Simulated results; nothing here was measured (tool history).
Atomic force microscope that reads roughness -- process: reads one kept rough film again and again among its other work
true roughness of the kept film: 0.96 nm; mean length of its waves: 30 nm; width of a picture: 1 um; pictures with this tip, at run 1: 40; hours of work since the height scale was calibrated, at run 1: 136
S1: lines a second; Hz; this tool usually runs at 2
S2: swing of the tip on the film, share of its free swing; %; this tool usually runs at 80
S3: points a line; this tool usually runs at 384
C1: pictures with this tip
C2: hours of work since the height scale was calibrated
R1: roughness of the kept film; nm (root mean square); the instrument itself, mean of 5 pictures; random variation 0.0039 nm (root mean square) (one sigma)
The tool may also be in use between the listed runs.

run	hour	S1	S2	S3	C1	C2	R1
1	0	2	80	384	40	136	0.802
2	4.1	2	80	384	46	139	0.812
3	10.3	2	58	384	54	144	0.887
4	16.7	2	67	384	63	149	0.856
5	21.4	2	67	384	69	152	0.858
6	27.8	2	67	384	78	157	0.856
7	35.1	2	67	463	87	163	0.862
8	39	2	67	463	93	166	0.859
# hour 40.8: height scale calibrated on a step standard
9	45.1	2	62	463	100	3	0.871
10	49.5	2	62	463	106	7	0.872
11	56.7	2	62	463	115	12	0.87
12	61	2.7	69	399	121	15	0.826
13	65.5	2.7	69	399	127	19	0.82
14	73	0.58	83	692	137	25	0.873
15	77.7	3.01	83	864	144	28	0.73
# hour 82.6: height scale calibrated on a step standard, once more
16	83.2	3.01	83	864	150	0	0.732
17	88.8	3.01	83	864	157	5	0.731
18	96.9	3.01	83	864	168	11	0.729
19	102	0.79	80	384	175	15	0.864
20	109.8	0.79	80	384	186	21	0.855
21	113.9	1.76	84	384	191	24	0.784
22	122.8	1.52	84	319	203	31	0.802

Alternative continuations, all from the tool just after run 22; predict every row:
A	131.4	1.04	67	449	215	37	?
B	131.4	1.83	55	779	215	37	?
C	131.4	0.51	80	351	215	37	?

run	R1
A	0.869
B	0.875
C	0.867
Stripped of hidden state, with their random variation kept, the same runs would have yielded:
run	R1
A	0.899
B	0.905
C	0.897

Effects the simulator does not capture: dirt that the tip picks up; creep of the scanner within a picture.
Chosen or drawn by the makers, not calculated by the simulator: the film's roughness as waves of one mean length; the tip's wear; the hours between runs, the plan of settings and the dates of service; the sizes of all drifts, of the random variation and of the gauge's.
